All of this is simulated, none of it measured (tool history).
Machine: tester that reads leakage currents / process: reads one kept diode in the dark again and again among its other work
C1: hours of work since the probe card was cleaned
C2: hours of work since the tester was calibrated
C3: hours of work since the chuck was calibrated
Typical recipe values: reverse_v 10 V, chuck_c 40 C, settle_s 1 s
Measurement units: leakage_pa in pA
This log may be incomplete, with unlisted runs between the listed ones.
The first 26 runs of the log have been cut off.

Run 27, hour 657.4: usual settings but reverse_v 13.1 V, chuck_c 28 C, settle_s 0.32 s; C1 69; C2 32; C3 1738. Result: leakage_pa 127.14 pA.
Run 28, hour 675.7: usual settings but reverse_v 8.1 V, chuck_c 58 C, settle_s 3.01 s; C1 83; C2 46; C3 1753. Result: leakage_pa 747.18 pA.
Run 29, hour 700.9: usual settings but reverse_v 7 V, chuck_c 36 C, settle_s 0.93 s; C1 103; C2 66; C3 1772. Result: leakage_pa 162.85 pA.
Run 30, hour 726.3: usual settings but reverse_v 1.2 V, chuck_c 55 C, settle_s 0.93 s; C1 122; C2 85; C3 1792. Result: leakage_pa 277.13 pA.
At hour 749.6: tester calibrated, once more.
Run 31, hour 761.2: usual settings but reverse_v 11 V, settle_s 0.86 s; C1 148; C2 9; C3 1817. Result: leakage_pa 260.9 pA.
Run 32, hour 779.5: usual settings but reverse_v 16.6 V, chuck_c 31 C, settle_s 1.13 s; C1 162; C2 23; C3 1832. Result: leakage_pa 166.15 pA.
Run 33, hour 801.8: usual settings but reverse_v 2.8 V, chuck_c 33 C, settle_s 6.03 s; C1 179; C2 40; C3 1849. Result: leakage_pa 87.58 pA.
Run 34, hour 833.7: usual settings but reverse_v 2.8 V, chuck_c 33 C, settle_s 6.03 s; C1 204; C2 65; C3 1874. Result: leakage_pa 87.96 pA.
Run 35, hour 849.4: usual settings but reverse_v 2.8 V, chuck_c 33 C, settle_s 6.03 s; C1 216; C2 77; C3 1886. Result: leakage_pa 88.29 pA.
Run 36, hour 880.1: usual settings but reverse_v 1.2 V, chuck_c 21 C, settle_s 0.71 s; C1 240; C2 101; C3 1910. Result: leakage_pa 25.41 pA.
Run 37, hour 903: usual settings but chuck_c 32 C, settle_s 9.34 s; C1 258; C2 119; C3 1927. Result: leakage_pa 141.9 pA.
Run 38, hour 935.1: usual settings but chuck_c 32 C, settle_s 9.34 s; C1 283; C2 144; C3 1952. Result: leakage_pa 143.2 pA.

Expected results for the next run?
Run 39, hour 962: usual settings but reverse_v 10.7 V, chuck_c 60 C; C1 304; C2 165; C3 1973. Result: leakage_pa ?.

{"run 39": {"leakage_pa": 958.29}}
Had the tool carried no hidden state, the very same run would have given leakage_pa 894.18 pA.
